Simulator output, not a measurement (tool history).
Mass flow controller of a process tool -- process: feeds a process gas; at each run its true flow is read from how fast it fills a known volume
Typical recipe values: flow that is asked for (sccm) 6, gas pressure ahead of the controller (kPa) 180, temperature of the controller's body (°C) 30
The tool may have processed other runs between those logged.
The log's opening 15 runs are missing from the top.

run	hour	flow that is asked for (sccm)	gas pressure ahead of the controller (kPa)	temperature of the controller's body (°C)	hours of work since the controller was set to zero	hours of work since the controller was changed	true flow (%)
16	1183.3	5	180	30	183	2664	94.73
17	1285.8	5	180	30	259	2740	94.68
# hour 1340.6: controller's zero set anew, once more
18	1370.7	6	206	30	22	2803	97.74
19	1434.8	6	180	30	70	2850	97.87
20	1521.4	6	180	30	134	2914	97.80
21	1592.6	6	180	30	187	2967	97.91
22	1653.1	3	198	30	231	3012	97.00
23	1712.7	3	198	30	275	3056	96.81
24	1807.9	19	169	22	346	3126	98.43
25	1908.7	5	161	32	421	3201	97.67
26	1985.9	19	180	38	478	3258	100.17
27	2065.9	17	155	40	537	3317	100.15
28	2169.2	3	201	30	613	3394	96.31
29	2273.7	2	179	30	691	3471	95.58
30	2372.3	6	244	22	764	3544	96.18
31	2434.6	6	244	22	810	3590	96.06

Expected results for the next run?
32	2498.2	6	244	22	857	3637	?

{"run 32": {"true flow (%)": 96.0}}
Had the tool carried no hidden state, the very same run would have given true flow (%) 98.05.
